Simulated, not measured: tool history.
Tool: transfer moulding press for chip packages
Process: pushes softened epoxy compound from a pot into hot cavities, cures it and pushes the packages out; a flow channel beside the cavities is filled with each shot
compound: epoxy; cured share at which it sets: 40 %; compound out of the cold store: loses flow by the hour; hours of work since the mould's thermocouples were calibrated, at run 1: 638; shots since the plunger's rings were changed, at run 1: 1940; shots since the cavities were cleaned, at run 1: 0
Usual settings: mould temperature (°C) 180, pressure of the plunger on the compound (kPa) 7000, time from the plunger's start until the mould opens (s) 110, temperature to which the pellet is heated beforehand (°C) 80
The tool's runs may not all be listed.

| run | hour | mould temperature (°C) | pressure of the plunger on the compound (kPa) | time from the plunger's start until the mould opens (s) | temperature to which the pellet is heated beforehand (°C) | hours of work since the mould's thermocouples were calibrated | shots since the plunger's rings were changed | shots since the cavities were cleaned | incoming compound's hours out of the cold store | length that the compound runs in the flow channel (mm) | greatest force on the pins that push the packages out (N) |
|---|---|---|---|---|---|---|---|---|---|---|---|
| 1 | 0 | 180 | 7000 | 110 | 80 | 638 | 1940 | 0 | 21 | 532 | 391 |
| 2 | 34.1 | 180 | 7000 | 99 | 80 | 655 | 2218 | 278 | 33.2 | 503 | 538 |
| 3 | 64.9 | 180 | 7000 | 99 | 80 | 671 | 2470 | 530 | 36 | 495 | 660 |
|  | 75.4 | cavities cleaned with cleaning compound and waxed |
| 4 | 115.6 | 180 | 7000 | 95 | 80 | 697 | 2871 | 328 | 10.4 | 554 | 918 |
|  | 152.4 | cavities cleaned with cleaning compound and waxed |
| 5 | 152.4 | 180 | 7000 | 110 | 80 | 715 | 3160 | 1 | 24.8 | 517 | 403 |
| 6 | 174.4 | 180 | 7000 | 110 | 80 | 726 | 3338 | 179 | 33.6 | 497 | 464 |
| 7 | 214.4 | 180 | 7000 | 110 | 80 | 747 | 3665 | 506 | 23.2 | 517 | 579 |
|  | 227.6 | cavities cleaned with cleaning compound and waxed |
| 8 | 246.7 | 180 | 6090 | 110 | 80 | 763 | 3916 | 155 | 38.4 | 447 | 469 |
| 9 | 293.4 | 180 | 6090 | 110 | 89 | 787 | 4298 | 537 | 25.9 | 474 | 575 |
|  | 302.4 | cavities cleaned with cleaning compound and waxed |
| 10 | 315.4 | 180 | 6090 | 118 | 89 | 797 | 4464 | 106 | 31.5 | 459 | 404 |
| 11 | 344.9 | 180 | 6090 | 118 | 89 | 813 | 4705 | 347 | 9.4 | 511 | 476 |
|  | 361 | cavities cleaned with cleaning compound and waxed, once more |
| 12 | 376.8 | 180 | 6090 | 118 | 89 | 828 | 4953 | 129 | 13 | 496 | 425 |
| 13 | 412.9 | 180 | 7000 | 110 | 80 | 847 | 5248 | 424 | 25.9 | 498 | 539 |
|  | 435.8 | cavities cleaned with cleaning compound and waxed |
|  | 448.4 | plunger's sealing rings changed |
| 14 | 459.9 | 180 | 7000 | 110 | 80 | 869 | 94 | 176 | 27.5 | 528 | 466 |
|  | 484.1 | mould's thermocouples calibrated |
| 15 | 492.2 | 180 | 7000 | 120 | 73 | 4 | 341 | 423 | 37.8 | 497 | 474 |
|  | 515.1 | cavities cleaned with cleaning compound and waxed |
| 16 | 543.6 | 185 | 7000 | 120 | 73 | 30 | 748 | 232 | 12.5 | 544 | 438 |
| 17 | 577.3 | 185 | 5960 | 93 | 88 | 47 | 1023 | 507 | 21.8 | 475 | 541 |
|  | 592.2 | cavities cleaned with cleaning compound and waxed |
| 18 | 616.3 | 185 | 5960 | 93 | 88 | 67 | 1329 | 196 | 47.5 | 427 | 434 |
| 19 | 647.6 | 180 | 6900 | 110 | 80 | 83 | 1585 | 452 | 36.5 | 490 | 527 |
|  | 667.7 | cavities cleaned with cleaning compound and waxed |
| 20 | 678.4 | 183 | 8330 | 110 | 80 | 98 | 1824 | 88 | 16.9 | 578 | 393 |

Run 21 comes next. What will it give?
| 21 | 727.2 | 177 | 8330 | 101 | 76 | 123 | 2222 | 486 | 35.7 | ? | ? |

length that the compound runs in the flow channel (mm): 550
greatest force on the pins that push the packages out (N): 684
Without the tool's hidden state the same run would have given length that the compound runs in the flow channel (mm) 566, greatest force on the pins that push the packages out (N) 478.
